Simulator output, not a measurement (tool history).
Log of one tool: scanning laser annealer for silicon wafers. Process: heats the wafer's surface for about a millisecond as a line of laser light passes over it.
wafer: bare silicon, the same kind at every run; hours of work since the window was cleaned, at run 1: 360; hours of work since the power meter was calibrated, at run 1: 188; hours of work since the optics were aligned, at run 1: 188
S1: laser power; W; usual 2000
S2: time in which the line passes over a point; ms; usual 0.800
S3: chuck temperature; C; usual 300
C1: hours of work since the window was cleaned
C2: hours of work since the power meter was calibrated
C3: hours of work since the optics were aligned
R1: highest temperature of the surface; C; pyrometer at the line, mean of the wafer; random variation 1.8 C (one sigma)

| run | hour | S1 | S2 | S3 | C1 | C2 | C3 | R1 |
|---|---|---|---|---|---|---|---|---|
| 1 | 0.0 | 2000 | 0.800 | 300 | 360 | 188 | 188 | 1067 |
| 2 | 38.1 | 2000 | 0.800 | 300 | 382 | 209 | 209 | 1069 |
| 3 | 75.5 | 2000 | 0.641 | 300 | 403 | 231 | 231 | 984 |
| 4 | 105.3 | 2000 | 0.641 | 300 | 420 | 248 | 248 | 987 |
| 5 | 148.3 | 2000 | 0.641 | 300 | 444 | 272 | 272 | 986 |
| 6 | 165.8 | 2000 | 0.641 | 300 | 454 | 282 | 282 | 986 |
| 7 | 188.3 | 2000 | 0.800 | 300 | 467 | 295 | 295 | 1069 |
| 8 | 216.4 | 2000 | 0.800 | 300 | 483 | 311 | 311 | 1069 |
| 9 | 252.5 | 2000 | 0.800 | 300 | 504 | 332 | 332 | 1066 |
| 10 | 282.3 | 2000 | 0.800 | 300 | 521 | 349 | 349 | 1066 |
| 11 | 324.9 | 2067 | 0.800 | 300 | 545 | 373 | 373 | 1098 |
| 12 | 344.8 | 1824 | 0.858 | 323 | 557 | 385 | 385 | 1037 |
|  | 363.7 | window over the wafer cleaned |
| 13 | 373.2 | 1824 | 0.818 | 323 | 5 | 400 | 400 | 1024 |
| 14 | 406.1 | 1836 | 0.838 | 300 | 24 | 418 | 418 | 1010 |
| 15 | 432.7 | 1753 | 0.882 | 286 | 39 | 434 | 434 | 979 |
| 16 | 451.0 | 1922 | 0.855 | 286 | 50 | 444 | 444 | 1046 |

Run 17 comes next. What will it give?
| 17 | 468.9 | 1784 | 0.800 | 310 | 60 | 454 | 454 | ? |

R1: 983 C
Without the tool's hidden state the same run would have given R1 983 C.
